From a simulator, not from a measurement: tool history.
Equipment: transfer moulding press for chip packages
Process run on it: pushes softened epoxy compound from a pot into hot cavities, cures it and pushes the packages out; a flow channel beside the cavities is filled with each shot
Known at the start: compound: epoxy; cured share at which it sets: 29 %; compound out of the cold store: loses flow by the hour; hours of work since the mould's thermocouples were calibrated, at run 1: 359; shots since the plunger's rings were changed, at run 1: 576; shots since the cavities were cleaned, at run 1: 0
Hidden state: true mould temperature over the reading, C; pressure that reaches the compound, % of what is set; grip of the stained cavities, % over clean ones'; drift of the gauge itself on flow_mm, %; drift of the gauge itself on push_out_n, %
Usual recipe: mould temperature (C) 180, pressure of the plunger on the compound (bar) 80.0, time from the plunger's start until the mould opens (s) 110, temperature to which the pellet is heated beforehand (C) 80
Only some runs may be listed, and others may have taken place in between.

run   hour  mould temperature (C)  pressure of the plunger on the compound (bar)  time from the plunger's start until the mould opens (s)  temperature to which the pellet is heated beforehand (C)  hours of work since the mould's thermocouples were calibrated  shots since the plunger's rings were changed  shots since the cavities were cleaned  incoming compound's hours out of the cold store  length that the compound runs in the flow channel (mm)  greatest force on the pins that push the packages out (N)
  1    0.0                    180                                           80.0                                                      110                                                        80                                                            359                                           576                                      0                                             25.6                                                     642                                                        416
  2   12.1                    180                                           80.0                                                      110                                                        73                                                            368                                           729                                    153                                             42.3                                                     614                                                        459
  3   19.5                    180                                           80.0                                                      110                                                        73                                                            373                                           823                                    247                                             37.1                                                     614                                                        474
  4   25.3                    180                                           80.0                                                      110                                                        83                                                            378                                           896                                    320                                             11.8                                                     683                                                        501
  5   37.4                    180                                           80.0                                                      110                                                        83                                                            387                                          1050                                    474                                             39.7                                                     601                                                        500
  6   46.7                    180                                           80.0                                                      110                                                        80                                                            394                                          1167                                    591                                             21.3                                                     641                                                        548
  7   53.8                    180                                           80.0                                                      110                                                        80                                                            399                                          1258                                    682                                             37.1                                                     609                                                        550
  8   62.7                    180                                           80.0                                                      110                                                        80                                                            406                                          1370                                    794                                             46.6                                                     587                                                        574
      66.0  -- cavities cleaned with cleaning compound and waxed
  9   72.9                    180                                           80.0                                                      110                                                        80                                                            413                                          1480                                     88                                             24.7                                                     642                                                        429
 10   86.3                    180                                           80.0                                                      110                                                        76                                                            423                                          1650                                    258                                             19.6                                                     651                                                        512
 11   96.1                    180                                           85.4                                                      134                                                        76                                                            430                                          1774                                    382                                             30.0                                                     645                                                        454
      98.9  -- mould's thermocouples calibrated
 12  111.2                    179                                           66.4                                                      134                                                        76                                                              9                                          1940                                    548                                             46.2                                                     537                                                        489
 13  124.4                    178                                           80.0                                                      122                                                        80                                                             19                                          2108                                    716                                             29.1                                                     618                                                        541
     130.7  -- mould's thermocouples calibrated, once more
     136.2  -- cavities cleaned with cleaning compound and waxed
 14  140.4                    185                                           68.0                                                       91                                                        80                                                              6                                          2265                                     52                                             25.2                                                     566                                                        474
 15  149.6                    185                                           68.0                                                      140                                                        80                                                             13                                          2382                                    169                                             41.1                                                     529                                                        393
 16  160.6                    185                                           68.0                                                      140                                                        80                                                             22                                          2521                                    308                                             19.2                                                     587                                                        429
 17  168.8                    185                                           64.3                                                      140                                                        78                                                             28                                          2625                                    412                                             11.8                                                     588                                                        444
 18  182.0                    177                                           98.8                                                      110                                                        75                                                             38                                          2793                                    580                                             10.2                                                     752                                                        700
 19  191.4                    180                                           80.0                                                      109                                                        74                                                             45                                          2911                                    698                                             25.3                                                     622                                                        611

3 options for the next run, each taken on its own from the tool as it stands now. Forecast them:
     202.3  -- cavities cleaned with cleaning compound and waxed
  A  205.8                    180                                           90.3                                                      109                                                        74                                                             55                                          3075                                     44                                             28.9                                                       ?                                                          ?
     202.3  -- cavities cleaned with cleaning compound and waxed
  B  205.8                    174                                           76.1                                                      114                                                        74                                                             55                                          3075                                     44                                             24.7                                                       ?                                                          ?
     202.3  -- cavities cleaned with cleaning compound and waxed
  C  205.8                    180                                           81.0                                                      109                                                        74                                                             55                                          3075                                     44                                             13.7                                                       ?                                                          ?

run  length that the compound runs in the flow channel (mm)  greatest force on the pins that push the packages out (N)
  A                                                     652                                                        444
  B                                                     621                                                        593
  C                                                     655                                                        418
Stripped of hidden state, with their random variation kept, the same runs would have yielded:
run  length that the compound runs in the flow channel (mm)  greatest force on the pins that push the packages out (N)
  A                                                     690                                                        423
  B                                                     657                                                        565
  C                                                     693                                                        398
